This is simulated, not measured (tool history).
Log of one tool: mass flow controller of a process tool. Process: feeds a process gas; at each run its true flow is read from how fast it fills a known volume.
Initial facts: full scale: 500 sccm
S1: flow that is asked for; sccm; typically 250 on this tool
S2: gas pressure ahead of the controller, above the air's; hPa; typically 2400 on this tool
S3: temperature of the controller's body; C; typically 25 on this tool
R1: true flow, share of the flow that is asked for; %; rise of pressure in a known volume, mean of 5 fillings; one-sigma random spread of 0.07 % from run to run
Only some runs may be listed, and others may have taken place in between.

run,hour,S1,S2,S3,R1
1,0,250,2400,25,96.97
2,107.3,250,2400,32,97.97
3,281.8,250,2400,32,97.76
4,386.2,250,2400,32,97.87
5,576,250,2400,32,97.69
6,786.1,250,2400,35,98.11
7,882.3,250,2400,22,96.5
8,981.6,250,2400,22,96.54
9,1147.8,250,2400,22,96.35
10,1336.8,250,2400,22,96.18
11,1519.1,250,2400,22,96.28
12,1690.5,250,2400,22,96.12
13,1826.1,110,2720,25,93.75
14,1995.5,343,1840,37,98.68
# hour 2032.7: controller's zero set anew
15,2081.7,150,2750,30,94.6
16,2192.5,150,2750,30,94.55
17,2301.1,85,2060,25,90.48
18,2470.5,250,2040,25,95.9
19,2657.7,250,2040,25,95.8
# hour 2823.6: controller's zero set anew, once more
20,2823.6,250,2100,23,98.06
21,2990.6,340,2400,33,99.61
22,3173,298,2010,35,99.53
23,3356.5,298,2010,35,99.5

Predict each of these 5 candidate next runs independently; none follows another, all start after run 23:
A,3484.6,199,1550,21,?
B,3484.6,298,2010,31,?
C,3484.6,264,2400,27,?
D,3484.6,298,2010,27,?
E,3484.6,250,2400,22,?

run,R1
A,97.23
B,99.03
C,98.39
D,98.62
E,97.73
The same runs, with their run-to-run variation unchanged, on a tool lacking any hidden condition would have given:
run,R1
A,98.3
B,100.03
C,99.41
D,99.62
E,98.75

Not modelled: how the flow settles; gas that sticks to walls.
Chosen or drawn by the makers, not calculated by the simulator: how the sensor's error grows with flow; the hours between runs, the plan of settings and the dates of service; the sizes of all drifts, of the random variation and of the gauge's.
